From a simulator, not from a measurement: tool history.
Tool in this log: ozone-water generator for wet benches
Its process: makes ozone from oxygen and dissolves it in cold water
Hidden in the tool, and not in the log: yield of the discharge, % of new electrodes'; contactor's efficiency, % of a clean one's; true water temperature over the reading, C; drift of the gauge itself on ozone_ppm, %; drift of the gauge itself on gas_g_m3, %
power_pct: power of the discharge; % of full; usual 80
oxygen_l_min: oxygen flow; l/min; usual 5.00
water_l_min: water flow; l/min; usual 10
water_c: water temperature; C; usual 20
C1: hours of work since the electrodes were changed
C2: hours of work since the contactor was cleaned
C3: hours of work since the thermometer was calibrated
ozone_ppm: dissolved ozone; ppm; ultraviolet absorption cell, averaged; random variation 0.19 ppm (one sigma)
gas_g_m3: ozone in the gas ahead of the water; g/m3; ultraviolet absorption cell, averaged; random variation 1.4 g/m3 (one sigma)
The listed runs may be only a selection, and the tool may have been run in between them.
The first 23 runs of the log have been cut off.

run 24 hour=583.5 | power_pct=80 oxygen_l_min=4.17 water_l_min=12 water_c=14 | C1=1874 C2=634 C3=1498 | ozone_ppm=27.0 gas_g_m3=279.9
run 25 hour=614.3 | power_pct=80 oxygen_l_min=5.00 water_l_min=10 water_c=28 | C1=1902 C2=662 C3=1526 | ozone_ppm=22.3 gas_g_m3=246.5
run 26 hour=636.8 | power_pct=80 oxygen_l_min=5.00 water_l_min=10 water_c=28 | C1=1923 C2=683 C3=1547 | ozone_ppm=21.9 gas_g_m3=246.6
run 27 hour=672.9 | power_pct=80 oxygen_l_min=5.00 water_l_min=10 water_c=28 | C1=1957 C2=717 C3=1580 | ozone_ppm=22.3 gas_g_m3=248.6
run 28 hour=708.2 | power_pct=80 oxygen_l_min=5.00 water_l_min=10 water_c=28 | C1=1989 C2=749 C3=1613 | ozone_ppm=22.4 gas_g_m3=245.6
run 29 hour=737.5 | power_pct=80 oxygen_l_min=5.00 water_l_min=10 water_c=28 | C1=2017 C2=777 C3=1640 | ozone_ppm=22.2 gas_g_m3=246.9
run 30 hour=758.3 | power_pct=80 oxygen_l_min=5.00 water_l_min=10 water_c=28 | C1=2036 C2=796 C3=1660 | ozone_ppm=22.2 gas_g_m3=248.0
run 31 hour=794.5 | power_pct=80 oxygen_l_min=5.00 water_l_min=10 water_c=28 | C1=2070 C2=830 C3=1693 | ozone_ppm=22.2 gas_g_m3=246.0
run 32 hour=829.1 | power_pct=80 oxygen_l_min=5.00 water_l_min=10 water_c=28 | C1=2102 C2=862 C3=1725 | ozone_ppm=22.0 gas_g_m3=245.1

Here are 3 independent what-if runs from the current tool condition. What would each one return?
run A hour=866.2 | power_pct=80 oxygen_l_min=2.80 water_l_min=14 water_c=13 | C1=2136 C2=896 C3=1760 | ozone_ppm=? gas_g_m3=?
run B hour=866.2 | power_pct=80 oxygen_l_min=5.00 water_l_min=10 water_c=20 | C1=2136 C2=896 C3=1760 | ozone_ppm=? gas_g_m3=?
run C hour=866.2 | power_pct=80 oxygen_l_min=5.00 water_l_min=10 water_c=20 | C1=2136 C2=896 C3=1760 | ozone_ppm=? gas_g_m3=?

run=A ozone_ppm=24.9 gas_g_m3=364.0
run=B ozone_ppm=26.5 gas_g_m3=247.4
run=C ozone_ppm=26.4 gas_g_m3=248.1
Stripped of hidden state, with their random variation kept, the same runs would have yielded:
run=A ozone_ppm=25.9 gas_g_m3=375.7
run=B ozone_ppm=27.7 gas_g_m3=255.4
run=C ozone_ppm=27.5 gas_g_m3=256.1
